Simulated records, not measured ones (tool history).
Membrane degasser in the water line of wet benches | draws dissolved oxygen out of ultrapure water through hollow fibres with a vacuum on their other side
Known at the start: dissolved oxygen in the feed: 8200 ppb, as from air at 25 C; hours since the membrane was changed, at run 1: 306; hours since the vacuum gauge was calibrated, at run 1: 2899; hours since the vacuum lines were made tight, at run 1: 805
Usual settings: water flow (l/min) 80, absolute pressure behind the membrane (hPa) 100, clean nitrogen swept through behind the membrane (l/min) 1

run,day,water flow (l/min),absolute pressure behind the membrane (hPa),clean nitrogen swept through behind the membrane (l/min),hours since the membrane was changed,hours since the vacuum gauge was calibrated,hours since the vacuum lines were made tight,dissolved oxygen in the water behind the degasser (ppb),pressure that the water loses in the fibres (hPa)
1,0,80,100,1,306,2899,805,897.7,674.6
2,1.654,80,100,1,346,2939,844,886.2,668.8
3,3.412,80,100,1,388,2981,887,898.8,665.1
4,5.317,80,100,1,434,3027,932,895,671.1
5,7.25,80,100,1,480,3073,979,903.8,674.3
6,8.746,80,100,1,516,3109,1015,904.1,667.6
7,10.458,80,100,1,557,3150,1056,901.6,670.5
8,12.612,120,100,1,609,3202,1107,1234,1012.8
9,15.438,120,100,1,677,3270,1175,1238,1009.3
10,18.388,120,100,0.65,747,3340,1246,1493.5,1011.4
11,20.396,53,100,0.65,796,3389,1294,861.9,443.3
12,21.921,80,100,1,832,3425,1331,893.9,674.8
# day 22.125: vacuum gauge calibrated
13,24.192,80,71,1,886,50,1385,574.4,670.3
14,26.954,60,248,0.8,952,116,1451,2207.4,506
15,29.05,60,248,0.8,1003,166,1501,2242.8,503
# day 30.554: vacuum gauge calibrated, once more
16,30.758,60,248,0.8,1043,5,1542,2216.7,510.2
17,33.392,54,124,1.28,1106,68,1605,732,450.9
18,35.312,91,124,1.55,1153,114,1651,963.9,764.4
19,38.388,50,61,0.7,1226,188,1725,353.8,426.1
20,40.229,50,61,0.7,1271,232,1769,352.8,424.8
21,43.271,51,240,2.47,1344,305,1842,875.7,429
22,45.412,80,161,1.36,1395,357,1894,1278,667.9
23,47.35,80,67,0.81,1441,403,1940,563.5,675.1
24,50.071,76,62,2.76,1507,468,2005,216.7,640.2
25,51.458,60,100,0.4,1540,502,2039,1220.4,503.8

Forecast each of these 4 alternatives for the next run:
A,54.008,60,75,0.4,1601,563,2100,?,?
B,54.008,80,247,1,1601,563,2100,?,?
C,54.008,120,79,1,1601,563,2100,?,?
D,54.008,100,107,1,1601,563,2100,?,?

run,dissolved oxygen in the water behind the degasser (ppb),pressure that the water loses in the fibres (hPa)
A,799,505
B,2294.4,672.8
C,921.7,1014.9
D,1139.9,842.6
Without the tool's hidden state the same runs would have given:
run,dissolved oxygen in the water behind the degasser (ppb),pressure that the water loses in the fibres (hPa)
A,801.2,500.3
B,2294.6,666.5
C,915.3,1005.4
D,1136.7,834.8

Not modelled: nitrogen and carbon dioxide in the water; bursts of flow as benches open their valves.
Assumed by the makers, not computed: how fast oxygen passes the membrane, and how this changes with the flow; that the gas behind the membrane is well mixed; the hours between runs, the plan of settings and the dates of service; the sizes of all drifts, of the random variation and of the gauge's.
